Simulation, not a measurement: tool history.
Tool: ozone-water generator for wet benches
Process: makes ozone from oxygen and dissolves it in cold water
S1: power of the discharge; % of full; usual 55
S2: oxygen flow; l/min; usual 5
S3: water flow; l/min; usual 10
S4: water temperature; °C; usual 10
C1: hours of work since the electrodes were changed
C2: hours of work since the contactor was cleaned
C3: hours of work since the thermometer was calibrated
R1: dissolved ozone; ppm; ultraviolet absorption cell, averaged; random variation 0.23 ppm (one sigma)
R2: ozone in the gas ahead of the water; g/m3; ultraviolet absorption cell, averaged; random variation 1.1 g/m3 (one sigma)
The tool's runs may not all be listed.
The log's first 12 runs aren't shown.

run	hour	S1	S2	S3	S4	C1	C2	C3	R1	R2
13	652.8	55	8.07	10	10	2481	6234	766	30.1	149.7
14	713.6	55	5	10	10	2524	6277	809	32.9	194.8
15	758.6	55	5	10	10	2556	6308	841	32.7	196.4
16	833.1	55	5	10	10	2608	6361	893	32.7	196.3
17	865.7	55	5	10	10	2631	6384	916	32.8	195
18	918.6	55	5	10	10	2668	6421	953	32.4	197.2
19	969.1	44	5	9	10	2704	6457	989	29	161.7
20	1039.9	44	2.83	9	7	2754	6507	1039	31.4	224.9
21	1075.1	71	2.83	9	5	2779	6531	1063	48.1	333.5
22	1113.5	71	2.83	9	5	2806	6558	1091	47.9	332.5
23	1187.2	42	2.83	9	5	2857	6610	1142	30.7	215.7
24	1247	96	3.36	8	13	2900	6652	1185	58.4	381.5
25	1289.1	54	4.38	15	9	2929	6682	1214	24.9	206.8
26	1320	79	3.73	10	10	2951	6704	1236	44.4	310.8
27	1363.7	78	5	10	7	2982	6735	1267	45.4	260.4
28	1438.3	55	7.94	9	10	3034	6787	1319	31.3	149.8
29	1503.8	55	7.94	9	10	3081	6833	1365	31.8	149.9
30	1543.8	55	7.94	9	10	3109	6862	1394	31.6	149.3
31	1607.6	55	7.94	9	10	3154	6907	1439	31.4	148.6
32	1648.2	93	3.35	10	6	3182	6935	1467	53.8	377.9
33	1693.2	67	6.55	15	7	3214	6967	1499	30	193.3

3 ways to go on from here, each from the tool as it stands after run 33. What would each give?
A	1763.1	71	5	10	10	3263	7016	1548	?	?
B	1763.1	55	3.07	10	10	3263	7016	1548	?	?
C	1763.1	54	5	15	10	3263	7016	1548	?	?

run	R1	R2
A	39.7	235.5
B	32.8	258.3
C	23.8	191
Without the tool's hidden state the same runs would have given:
run	R1	R2
A	44.1	253.2
B	35.9	273.4
C	26.1	201.9
